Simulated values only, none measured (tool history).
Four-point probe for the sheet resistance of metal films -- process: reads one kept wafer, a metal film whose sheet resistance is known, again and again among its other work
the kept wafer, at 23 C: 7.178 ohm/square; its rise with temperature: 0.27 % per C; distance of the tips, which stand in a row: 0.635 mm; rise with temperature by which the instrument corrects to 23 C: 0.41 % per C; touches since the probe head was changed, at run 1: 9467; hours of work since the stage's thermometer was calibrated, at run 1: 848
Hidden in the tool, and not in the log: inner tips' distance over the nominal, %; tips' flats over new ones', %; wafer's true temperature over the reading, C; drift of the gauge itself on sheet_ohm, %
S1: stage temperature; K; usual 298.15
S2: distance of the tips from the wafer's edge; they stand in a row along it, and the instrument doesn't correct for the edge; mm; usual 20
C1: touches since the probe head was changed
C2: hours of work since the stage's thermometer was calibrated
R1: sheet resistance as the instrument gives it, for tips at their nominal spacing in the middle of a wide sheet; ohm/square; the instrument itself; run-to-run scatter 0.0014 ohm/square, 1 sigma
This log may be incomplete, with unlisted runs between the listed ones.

{"run": 1, "hour": 0.0, "S1": 298.15, "S2": 20, "C1": 9467, "C2": 848, "R1": 7.152164}
{"run": 2, "hour": 50.5, "S1": 298.15, "S2": 20, "C1": 10562, "C2": 883, "R1": 7.150973}
{"run": 3, "hour": 87.7, "S1": 293.15, "S2": 20, "C1": 11369, "C2": 909, "R1": 7.199943}
{"run": 4, "hour": 138.5, "S1": 293.15, "S2": 20, "C1": 12470, "C2": 944, "R1": 7.203262}
{"run": 5, "hour": 185.6, "S1": 298.15, "S2": 24, "C1": 13493, "C2": 977, "R1": 7.147289}
{"run": 6, "hour": 211.1, "S1": 298.15, "S2": 24, "C1": 14046, "C2": 994, "R1": 7.149618}
{"run": 7, "hour": 249.4, "S1": 298.15, "S2": 24, "C1": 14875, "C2": 1020, "R1": 7.151353}
{"run": 8, "hour": 277.7, "S1": 298.15, "S2": 24, "C1": 15490, "C2": 1040, "R1": 7.150634}
{"run": 9, "hour": 306.1, "S1": 298.15, "S2": 24, "C1": 16106, "C2": 1060, "R1": 7.151609}
{"run": 10, "hour": 354.9, "S1": 298.15, "S2": 24, "C1": 17164, "C2": 1093, "R1": 7.151353}
{"run": 11, "hour": 387.6, "S1": 298.15, "S2": 24, "C1": 17872, "C2": 1116, "R1": 7.151525}
{"run": 12, "hour": 441.6, "S1": 298.15, "S2": 24, "C1": 19043, "C2": 1153, "R1": 7.150231}
{"run": 13, "hour": 475.2, "S1": 305.15, "S2": 20, "C1": 19772, "C2": 1176, "R1": 7.085695}
{"run": 14, "hour": 515.1, "S1": 305.15, "S2": 20, "C1": 20637, "C2": 1204, "R1": 7.085657}
{"run": 15, "hour": 559.9, "S1": 305.15, "S2": 20, "C1": 21609, "C2": 1235, "R1": 7.08521}
{"run": 16, "hour": 596.2, "S1": 298.15, "S2": 20, "C1": 22396, "C2": 1260, "R1": 7.15005}
{"run": 17, "hour": 626.3, "S1": 298.15, "S2": 20, "C1": 23048, "C2": 1281, "R1": 7.153462}
{"run": 18, "hour": 655.9, "S1": 298.15, "S2": 20, "C1": 23690, "C2": 1301, "R1": 7.153491}
{"run": 19, "hour": 690.7, "S1": 294.15, "S2": 20, "C1": 24445, "C2": 1325, "R1": 7.191076}
{"run": 20, "hour": 712.6, "S1": 294.15, "S2": 20, "C1": 24921, "C2": 1340, "R1": 7.1931}
{"run": 21, "hour": 760.6, "S1": 294.15, "S2": 20, "C1": 25962, "C2": 1373, "R1": 7.189984}
{"run": 22, "hour": 814.5, "S1": 298.15, "S2": 20, "C1": 27130, "C2": 1410, "R1": 7.152187}
{"run": 23, "hour": 856.3, "S1": 291.15, "S2": 20, "C1": 28037, "C2": 1439, "R1": 7.222057}
{"run": 24, "hour": 879.0, "S1": 304.15, "S2": 16, "C1": 28528, "C2": 1455, "R1": 7.096357}
{"run": 25, "hour": 918.7, "S1": 304.15, "S2": 16, "C1": 29390, "C2": 1482, "R1": 7.094874}
{"run": 26, "hour": 943.2, "S1": 304.15, "S2": 21, "C1": 29921, "C2": 1499, "R1": 7.094623}
{"run": 27, "hour": 966.1, "S1": 304.15, "S2": 16, "C1": 30418, "C2": 1515, "R1": 7.096463}
{"run": 28, "hour": 992.0, "S1": 293.15, "S2": 6, "C1": 30979, "C2": 1533, "R1": 7.242462}
{"run": 29, "hour": 1025.0, "S1": 302.15, "S2": 5, "C1": 31695, "C2": 1556, "R1": 7.173276}
{"run": 30, "hour": 1053.5, "S1": 299.15, "S2": 42, "C1": 32312, "C2": 1575, "R1": 7.143122}
{"run": 31, "hour": 1096.5, "S1": 291.15, "S2": 24, "C1": 33246, "C2": 1605, "R1": 7.224752}
{"run": 32, "hour": 1145.4, "S1": 306.15, "S2": 11, "C1": 34305, "C2": 1639, "R1": 7.087943}
{"run": 33, "hour": 1180.1, "S1": 299.15, "S2": 11, "C1": 35057, "C2": 1663, "R1": 7.152529}
{"run": 34, "hour": 1211.0, "S1": 294.15, "S2": 25, "C1": 35728, "C2": 1684, "R1": 7.191837}
{"run": 35, "hour": 1258.1, "S1": 294.15, "S2": 25, "C1": 36749, "C2": 1716, "R1": 7.188978}
{"run": 36, "hour": 1307.3, "S1": 301.15, "S2": 10, "C1": 37816, "C2": 1750, "R1": 7.136313}
{"run": 37, "hour": 1346.6, "S1": 307.15, "S2": 45, "C1": 38668, "C2": 1777, "R1": 7.062208}
{"run": 38, "hour": 1399.9, "S1": 296.15, "S2": 6, "C1": 39824, "C2": 1814, "R1": 7.21399}
{"run": 39, "hour": 1441.5, "S1": 299.15, "S2": 45, "C1": 40726, "C2": 1843, "R1": 7.140915}
{"run": 40, "hour": 1485.6, "S1": 298.15, "S2": 3, "C1": 41682, "C2": 1873, "R1": 7.319596}
{"run": 41, "hour": 1534.0, "S1": 308.15, "S2": 17, "C1": 42732, "C2": 1907, "R1": 7.063063}
{"run": 42, "hour": 1586.3, "S1": 303.15, "S2": 41, "C1": 43867, "C2": 1943, "R1": 7.103508}
{"run": 43, "hour": 1630.3, "S1": 297.15, "S2": 3, "C1": 44820, "C2": 1973, "R1": 7.329314}
{"run": 44, "hour": 1665.0, "S1": 297.15, "S2": 3, "C1": 45573, "C2": 1997, "R1": 7.326704}
{"run": 45, "hour": 1713.7, "S1": 297.15, "S2": 3, "C1": 46630, "C2": 2031, "R1": 7.327535}

The same runs without the tool's hidden state, with the same run-to-run variation:
run=1 R1=7.163777
run=2 R1=7.162492
run=3 R1=7.211544
run=4 R1=7.214756
run=5 R1=7.158516
run=6 R1=7.160798
run=7 R1=7.162461
run=8 R1=7.161683
run=9 R1=7.162605
run=10 R1=7.162263
run=11 R1=7.162338
run=12 R1=7.160951
run=13 R1=7.096088
run=14 R1=7.095958
run=15 R1=7.095414
run=16 R1=7.160428
run=17 R1=7.163794
run=18 R1=7.163753
run=19 R1=7.201383
run=20 R1=7.203370
run=21 R1=7.200141
run=22 R1=7.162070
run=23 R1=7.232142
run=24 R1=7.105848
run=25 R1=7.104308
run=26 R1=7.104027
run=27 R1=7.105824
run=28 R1=7.252300
run=29 R1=7.182682
run=30 R1=7.152535
run=31 R1=7.234410
run=32 R1=7.096841
run=33 R1=7.161632
run=34 R1=7.201106
run=35 R1=7.198140
run=36 R1=7.145090
run=37 R1=7.070591
run=38 R1=7.222799
run=39 R1=7.149469
run=40 R1=7.328292
run=41 R1=7.071018
run=42 R1=7.111558
run=43 R1=7.337788
run=44 R1=7.335078
run=45 R1=7.335803

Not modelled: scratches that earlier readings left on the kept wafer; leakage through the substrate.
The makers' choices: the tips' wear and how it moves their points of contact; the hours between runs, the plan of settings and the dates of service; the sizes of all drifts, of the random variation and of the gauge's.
